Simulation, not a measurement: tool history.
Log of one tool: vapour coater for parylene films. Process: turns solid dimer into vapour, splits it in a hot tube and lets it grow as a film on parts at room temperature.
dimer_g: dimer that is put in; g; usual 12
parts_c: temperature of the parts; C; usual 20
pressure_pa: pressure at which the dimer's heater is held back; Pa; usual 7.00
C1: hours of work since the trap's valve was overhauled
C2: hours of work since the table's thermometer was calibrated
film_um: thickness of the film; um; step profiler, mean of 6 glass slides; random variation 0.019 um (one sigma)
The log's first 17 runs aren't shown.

Run 18, hour 805.9: usual settings but dimer_g 11 g; C1 87; C2 1672. Result: film_um 1.70 um.
Run 19, hour 846.8: usual settings; C1 112; C2 1697. Result: film_um 1.84 um.
Run 20, hour 892.4: usual settings; C1 140; C2 1724. Result: film_um 1.80 um.
Run 21, hour 953.4: usual settings; C1 177; C2 1761. Result: film_um 1.81 um.
Run 22, hour 988.1: usual settings; C1 198; C2 1782. Result: film_um 1.85 um.
Run 23, hour 1057.4: usual settings but dimer_g 9 g, parts_c 25 C; C1 240; C2 1824. Result: film_um 1.19 um.
Run 24, hour 1089.7: usual settings but pressure_pa 2.47 Pa; C1 260; C2 1844. Result: film_um 2.26 um.
Run 25, hour 1120.9: usual settings but parts_c 25 C, pressure_pa 2.47 Pa; C1 279; C2 1863. Result: film_um 2.00 um.
Run 26, hour 1173.3: usual settings but parts_c 25 C, pressure_pa 2.47 Pa; C1 310; C2 1895. Result: film_um 2.00 um.
Run 27, hour 1209.6: usual settings but dimer_g 6 g; C1 332; C2 1917. Result: film_um 0.89 um.
Run 28, hour 1250.7: usual settings but dimer_g 6 g; C1 357; C2 1942. Result: film_um 0.89 um.
At hour 1304.0: table's thermometer calibrated.
Run 29, hour 1316.5: usual settings but dimer_g 6 g; C1 397; C2 8. Result: film_um 0.89 um.
Run 30, hour 1359.4: usual settings but dimer_g 6 g; C1 423; C2 34. Result: film_um 0.89 um.
Run 31, hour 1404.2: usual settings but dimer_g 6 g; C1 450; C2 61. Result: film_um 0.91 um.
Run 32, hour 1444.3: usual settings but dimer_g 13 g, parts_c 28 C, pressure_pa 2.59 Pa; C1 474; C2 85. Result: film_um 1.95 um.
Run 33, hour 1484.2: usual settings but dimer_g 11 g, parts_c 28 C, pressure_pa 2.59 Pa; C1 498; C2 109. Result: film_um 1.62 um.

The next listed run, before its measurement:
Run 34, hour 1537.9: usual settings but dimer_g 5 g, parts_c 18 C, pressure_pa 5.64 Pa; C1 531; C2 142. Result: film_um ?.

film_um: 0.81 um
Without the tool's hidden state the same run would have given film_um 0.91 um.
